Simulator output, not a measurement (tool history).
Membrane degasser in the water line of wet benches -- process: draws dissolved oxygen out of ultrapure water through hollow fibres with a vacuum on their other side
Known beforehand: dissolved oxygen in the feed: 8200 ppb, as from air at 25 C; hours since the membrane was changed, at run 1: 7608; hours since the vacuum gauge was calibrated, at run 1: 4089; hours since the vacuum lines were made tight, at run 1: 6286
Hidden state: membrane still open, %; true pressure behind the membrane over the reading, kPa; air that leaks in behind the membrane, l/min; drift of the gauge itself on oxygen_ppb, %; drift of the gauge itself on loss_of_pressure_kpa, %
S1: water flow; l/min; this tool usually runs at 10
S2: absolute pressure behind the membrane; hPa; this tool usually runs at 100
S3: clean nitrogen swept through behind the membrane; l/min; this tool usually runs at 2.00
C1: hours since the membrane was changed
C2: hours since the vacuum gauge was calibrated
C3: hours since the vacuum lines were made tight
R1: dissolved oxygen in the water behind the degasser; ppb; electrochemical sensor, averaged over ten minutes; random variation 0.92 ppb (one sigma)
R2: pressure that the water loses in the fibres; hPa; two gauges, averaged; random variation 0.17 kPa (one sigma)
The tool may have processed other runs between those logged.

{"run": 1, "day": 0.0, "S1": 10, "S2": 100, "S3": 2.0, "C1": 7608, "C2": 4089, "C3": 6286, "R1": 94.2, "R2": 292.0}
{"run": 2, "day": 7.896, "S1": 10, "S2": 100, "S3": 2.0, "C1": 7797, "C2": 4278, "C3": 6476, "R1": 93.9, "R2": 290.2}
{"run": 3, "day": 17.225, "S1": 10, "S2": 100, "S3": 2.0, "C1": 8021, "C2": 4502, "C3": 6699, "R1": 95.9, "R2": 288.4}
{"run": 4, "day": 27.588, "S1": 10, "S2": 100, "S3": 2.0, "C1": 8270, "C2": 4751, "C3": 6948, "R1": 94.1, "R2": 290.6}
{"run": 5, "day": 36.525, "S1": 10, "S2": 100, "S3": 2.0, "C1": 8484, "C2": 4965, "C3": 7163, "R1": 94.8, "R2": 294.0}
{"run": 6, "day": 43.638, "S1": 10, "S2": 100, "S3": 2.0, "C1": 8655, "C2": 5136, "C3": 7333, "R1": 97.1, "R2": 293.9}
{"run": 7, "day": 52.492, "S1": 10, "S2": 100, "S3": 2.0, "C1": 8867, "C2": 5348, "C3": 7546, "R1": 98.0, "R2": 291.8}
{"run": 8, "day": 57.2, "S1": 6, "S2": 100, "S3": 2.0, "C1": 8980, "C2": 5461, "C3": 7659, "R1": 59.7, "R2": 176.4}
{"run": 9, "day": 68.4, "S1": 10, "S2": 100, "S3": 2.0, "C1": 9249, "C2": 5730, "C3": 7928, "R1": 98.2, "R2": 294.5}
{"run": 10, "day": 75.762, "S1": 10, "S2": 100, "S3": 2.0, "C1": 9426, "C2": 5907, "C3": 8104, "R1": 96.9, "R2": 295.3}
{"run": 11, "day": 84.621, "S1": 10, "S2": 100, "S3": 2.0, "C1": 9639, "C2": 6120, "C3": 8317, "R1": 99.6, "R2": 294.5}
{"day": 85.392, "done": "vacuum gauge calibrated"}
{"run": 12, "day": 95.338, "S1": 16, "S2": 100, "S3": 2.0, "C1": 9895, "C2": 239, "C3": 8574, "R1": 164.7, "R2": 474.7}
{"run": 13, "day": 103.208, "S1": 16, "S2": 100, "S3": 2.0, "C1": 10084, "C2": 428, "C3": 8762, "R1": 160.1, "R2": 473.2}
{"day": 106.954, "done": "vacuum gauge calibrated, once more"}
{"run": 14, "day": 114.15, "S1": 14, "S2": 100, "S3": 2.0, "C1": 10346, "C2": 173, "C3": 9025, "R1": 130.6, "R2": 412.5}
{"run": 15, "day": 122.221, "S1": 14, "S2": 100, "S3": 2.0, "C1": 10540, "C2": 366, "C3": 9218, "R1": 132.6, "R2": 411.6}
{"run": 16, "day": 133.062, "S1": 14, "S2": 100, "S3": 2.0, "C1": 10800, "C2": 627, "C3": 9478, "R1": 132.6, "R2": 413.5}
{"run": 17, "day": 139.488, "S1": 14, "S2": 100, "S3": 2.0, "C1": 10954, "C2": 781, "C3": 9633, "R1": 134.0, "R2": 415.6}
{"run": 18, "day": 148.133, "S1": 9, "S2": 100, "S3": 4.29, "C1": 11162, "C2": 988, "C3": 9840, "R1": 44.4, "R2": 262.7}
{"day": 151.912, "done": "seals of the vacuum lines changed"}
{"run": 19, "day": 154.992, "S1": 9, "S2": 185, "S3": 4.29, "C1": 11325, "C2": 1151, "C3": 74, "R1": 84.6, "R2": 267.3}
{"run": 20, "day": 165.988, "S1": 10, "S2": 239, "S3": 2.0, "C1": 11588, "C2": 1415, "C3": 338, "R1": 247.0, "R2": 295.9}
{"run": 21, "day": 175.571, "S1": 10, "S2": 227, "S3": 3.48, "C1": 11818, "C2": 1645, "C3": 568, "R1": 142.1, "R2": 295.0}
{"run": 22, "day": 183.258, "S1": 9, "S2": 64, "S3": 1.37, "C1": 12003, "C2": 1829, "C3": 752, "R1": 58.1, "R2": 266.8}
{"run": 23, "day": 193.754, "S1": 9, "S2": 212, "S3": 2.84, "C1": 12255, "C2": 2081, "C3": 1004, "R1": 147.2, "R2": 266.7}
{"run": 24, "day": 201.692, "S1": 10, "S2": 212, "S3": 2.84, "C1": 12445, "C2": 2272, "C3": 1195, "R1": 165.9, "R2": 298.2}
{"run": 25, "day": 208.483, "S1": 14, "S2": 100, "S3": 1.14, "C1": 12608, "C2": 2435, "C3": 1358, "R1": 210.6, "R2": 420.4}
{"run": 26, "day": 216.262, "S1": 9, "S2": 100, "S3": 1.14, "C1": 12795, "C2": 2621, "C3": 1544, "R1": 138.0, "R2": 268.2}
{"run": 27, "day": 223.225, "S1": 8, "S2": 100, "S3": 2.0, "C1": 12962, "C2": 2789, "C3": 1711, "R1": 71.7, "R2": 237.9}
{"run": 28, "day": 234.471, "S1": 8, "S2": 87, "S3": 2.0, "C1": 13232, "C2": 3058, "C3": 1981, "R1": 60.7, "R2": 236.6}
{"run": 29, "day": 244.004, "S1": 14, "S2": 228, "S3": 4.74, "C1": 13461, "C2": 3287, "C3": 2210, "R1": 157.2, "R2": 418.9}
{"run": 30, "day": 252.512, "S1": 10, "S2": 77, "S3": 2.0, "C1": 13665, "C2": 3491, "C3": 2414, "R1": 62.7, "R2": 298.0}
{"run": 31, "day": 260.871, "S1": 15, "S2": 95, "S3": 2.93, "C1": 13866, "C2": 3692, "C3": 2615, "R1": 99.9, "R2": 447.9}
{"run": 32, "day": 269.742, "S1": 16, "S2": 67, "S3": 1.48, "C1": 14078, "C2": 3905, "C3": 2828, "R1": 113.8, "R2": 478.2}
{"run": 33, "day": 277.021, "S1": 10, "S2": 108, "S3": 1.48, "C1": 14253, "C2": 4080, "C3": 3003, "R1": 137.8, "R2": 298.5}

Branching from run 33: 3 alternative next runs. What would each branch give?
{"run": "A", "day": 285.696, "S1": 14, "S2": 195, "S3": 3.34, "C1": 14461, "C2": 4288, "C3": 3211, "R1": "?", "R2": "?"}
{"run": "B", "day": 285.696, "S1": 10, "S2": 158, "S3": 4.24, "C1": 14461, "C2": 4288, "C3": 3211, "R1": "?", "R2": "?"}
{"run": "C", "day": 285.696, "S1": 6, "S2": 65, "S3": 4.9, "C1": 14461, "C2": 4288, "C3": 3211, "R1": "?", "R2": "?"}

run=A R1=182.8 R2=423.8
run=B R1=82.5 R2=297.5
run=C R1=12.6 R2=181.2
With no hidden state in the tool, these same runs would have given:
run=A R1=172.9 R2=400.0
run=B R1=76.8 R2=280.6
run=C R1=10.8 R2=171.1
